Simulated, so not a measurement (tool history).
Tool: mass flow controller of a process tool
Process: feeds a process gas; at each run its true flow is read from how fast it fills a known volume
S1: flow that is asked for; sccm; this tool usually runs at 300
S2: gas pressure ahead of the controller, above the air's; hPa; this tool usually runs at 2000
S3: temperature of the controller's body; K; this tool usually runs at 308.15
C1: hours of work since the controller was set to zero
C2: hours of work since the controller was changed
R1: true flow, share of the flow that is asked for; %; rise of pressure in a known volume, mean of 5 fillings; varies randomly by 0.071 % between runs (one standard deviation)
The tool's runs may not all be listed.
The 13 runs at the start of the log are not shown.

run	day	S1	S2	S3	C1	C2	R1
14	88.150	300	2000	308.15	677	5419	103.66
15	94.879	300	2000	308.15	785	5528	103.83
16	101.108	300	2000	308.15	886	5628	103.80
17	107.567	300	2330	308.15	990	5733	104.02
18	115.438	300	2000	308.15	1118	5860	104.07
19	123.308	300	1680	308.15	1245	5987	104.10
20	129.375	300	1680	308.15	1343	6085	104.18
21	134.258	111	2740	306.15	1422	6164	104.79
22	142.583	487	1920	308.15	1556	6299	104.91

Predict the results of run 23:
23	150.754	300	1630	295.15	1689	6431	?

{"run 23": {"R1": 103.36}}
With no hidden state in the tool, this same run would have given R1 99.04 %.

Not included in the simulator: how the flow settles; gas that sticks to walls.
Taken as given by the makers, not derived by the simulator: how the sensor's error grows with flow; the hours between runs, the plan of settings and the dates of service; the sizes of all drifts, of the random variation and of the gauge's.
